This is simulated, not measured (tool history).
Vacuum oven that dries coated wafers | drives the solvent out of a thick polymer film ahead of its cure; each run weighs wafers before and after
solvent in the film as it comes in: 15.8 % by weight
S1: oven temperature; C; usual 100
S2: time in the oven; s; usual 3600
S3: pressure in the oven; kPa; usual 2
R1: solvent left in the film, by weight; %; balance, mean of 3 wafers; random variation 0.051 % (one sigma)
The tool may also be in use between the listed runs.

run    hour   S1    S2    S3    R1
  1       0  100  3600     2  1.07
  2    26.1  100  3600     2  1.04
  3    52.7  100  3600     2  1.15
  4    73.1  100  3600     2  1.03
  5      88  100  3600     2  1.12
  6     103  100  3600     2  1.06
  7     128  100  3600     2  1.07
  8   158.9  100  3600     2  1.01
  9   181.6  100  2580     2  1.86
 10   212.3  100  2580     2  1.82
 11     243   96  2580     2  2.83
 12   261.1   96  2580     2   2.9
 13   277.5  100  3600     2  1.16
 14   310.5  100  3600     2  1.12
 15   327.9  100  3600     2  1.16
 16     342  100  3600     2   1.1
 17   370.7  100  3600     2  1.18
 18   391.8  100  3600  7.64  2.64
 19   421.7  100  3600     2  1.16
 20   436.5  100  3600     2  1.13
 21   455.1  100  3600     2  1.23
 22   475.4  100  3600     2   1.1
 23     497  100  3600     2  1.15
 24   522.5  100  3600     2  1.15
 25   536.9   92  3720  2.78  3.04
 26   558.2   93  2940  2.78  3.66
 27   579.3   93  2940  2.78  3.77
 28   610.8   95  2940  2.78  3.02
 29   643.5  100  2400  5.74   3.1
 30   662.2  100  2400  5.74  3.07
 31   693.1  100  2400  5.74  3.07
 32   715.1  108  3600     2  0.63
 33   741.8   98  3600     2   1.7
 34   758.6  109  3960   2.1  0.51
 35   792.2  100  2940     2  1.42
 36   816.8  100  2940     2  1.39
 37   838.9  107  2760     2  0.66
 38   857.8  107  3960     2  0.39
 39   871.8   98  1920     2  3.19
 40   897.4  111  3000  1.57  0.39
 41   919.9   89  4860   1.2  2.14
 42   948.4   89  2520  1.04  4.86
 43   962.4   89  2520  1.04  4.77
 44   984.3   90  2760  2.59  4.51
 45    1012   86  2820  2.41  5.78
 46  1040.7   85  2100  6.61  8.46
 47  1056.5   85  2100  6.61   8.3

Not shown: 2 entries that the log had between the listed runs. Between which runs, and how does the tool's hidden state differ before and after?
Between runs 31 and 32: oven's thermocouples calibrated (hour 697)
  true wafer temperature over the reading, C: -1.59 -> -2.51; true pressure over the reading, kPa: 0.292 -> 0.296
  measured less the result without the state, R1: +0.48 -> +0.15 %
Between runs 34 and 35: oven's thermocouples calibrated, once more (hour 762.5)
  true wafer temperature over the reading, C: -2.56 -> -0.04; true pressure over the reading, kPa: 0.304 -> 0.31
  measured less the result without the state, R1: +0.12 -> +0.09 %
